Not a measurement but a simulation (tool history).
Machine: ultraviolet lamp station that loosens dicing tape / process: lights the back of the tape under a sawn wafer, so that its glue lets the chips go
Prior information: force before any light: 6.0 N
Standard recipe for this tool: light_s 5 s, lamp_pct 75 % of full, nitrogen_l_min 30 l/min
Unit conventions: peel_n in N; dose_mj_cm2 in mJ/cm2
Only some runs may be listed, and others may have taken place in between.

{"run": 1, "hour": 0.0, "light_s": 5, "lamp_pct": 75, "nitrogen_l_min": 30, "peel_n": 0.432, "dose_mj_cm2": 458}
{"run": 2, "hour": 32.3, "light_s": 5, "lamp_pct": 75, "nitrogen_l_min": 30, "peel_n": 0.412, "dose_mj_cm2": 447}
{"run": 3, "hour": 54.2, "light_s": 5, "lamp_pct": 75, "nitrogen_l_min": 30, "peel_n": 0.425, "dose_mj_cm2": 450}
{"run": 4, "hour": 74.4, "light_s": 5, "lamp_pct": 75, "nitrogen_l_min": 46, "peel_n": 0.362, "dose_mj_cm2": 442}
{"run": 5, "hour": 99.3, "light_s": 5, "lamp_pct": 75, "nitrogen_l_min": 46, "peel_n": 0.368, "dose_mj_cm2": 437}
{"run": 6, "hour": 127.6, "light_s": 5, "lamp_pct": 75, "nitrogen_l_min": 17, "peel_n": 0.637, "dose_mj_cm2": 435}
{"run": 7, "hour": 143.3, "light_s": 5, "lamp_pct": 75, "nitrogen_l_min": 47, "peel_n": 0.378, "dose_mj_cm2": 428}
{"run": 8, "hour": 172.7, "light_s": 5, "lamp_pct": 75, "nitrogen_l_min": 47, "peel_n": 0.394, "dose_mj_cm2": 417}
{"run": 9, "hour": 192.7, "light_s": 5, "lamp_pct": 75, "nitrogen_l_min": 47, "peel_n": 0.387, "dose_mj_cm2": 416}
{"run": 10, "hour": 221.8, "light_s": 5, "lamp_pct": 75, "nitrogen_l_min": 47, "peel_n": 0.412, "dose_mj_cm2": 414}
{"run": 11, "hour": 248.1, "light_s": 6, "lamp_pct": 74, "nitrogen_l_min": 44, "peel_n": 0.311, "dose_mj_cm2": 480}
{"run": 12, "hour": 280.7, "light_s": 6, "lamp_pct": 74, "nitrogen_l_min": 44, "peel_n": 0.324, "dose_mj_cm2": 473}
{"run": 13, "hour": 306.6, "light_s": 6, "lamp_pct": 74, "nitrogen_l_min": 44, "peel_n": 0.342, "dose_mj_cm2": 470}
{"run": 14, "hour": 329.8, "light_s": 6, "lamp_pct": 74, "nitrogen_l_min": 44, "peel_n": 0.33, "dose_mj_cm2": 469}
{"run": 15, "hour": 356.2, "light_s": 6, "lamp_pct": 74, "nitrogen_l_min": 44, "peel_n": 0.332, "dose_mj_cm2": 461}

For some of the steps in peel_n from one run to the next: how much would appear even if the tool had no hidden state, given the settings, what came in and random variation, and how much remains for the hidden state plus any gauge scatter that the measured result and the result without hidden state don't share?
Hidden state present: lamp's light, % of a new lamp's; light that the window lets through, % of a clean one's; drift of the gauge itself on peel_n, %; drift of the gauge itself on dose_mj_cm2, %.
Run 5 -> 6: nitrogen_l_min 46 -> 17. peel_n +0.269 N: hidden state +0.063, all else +0.206.

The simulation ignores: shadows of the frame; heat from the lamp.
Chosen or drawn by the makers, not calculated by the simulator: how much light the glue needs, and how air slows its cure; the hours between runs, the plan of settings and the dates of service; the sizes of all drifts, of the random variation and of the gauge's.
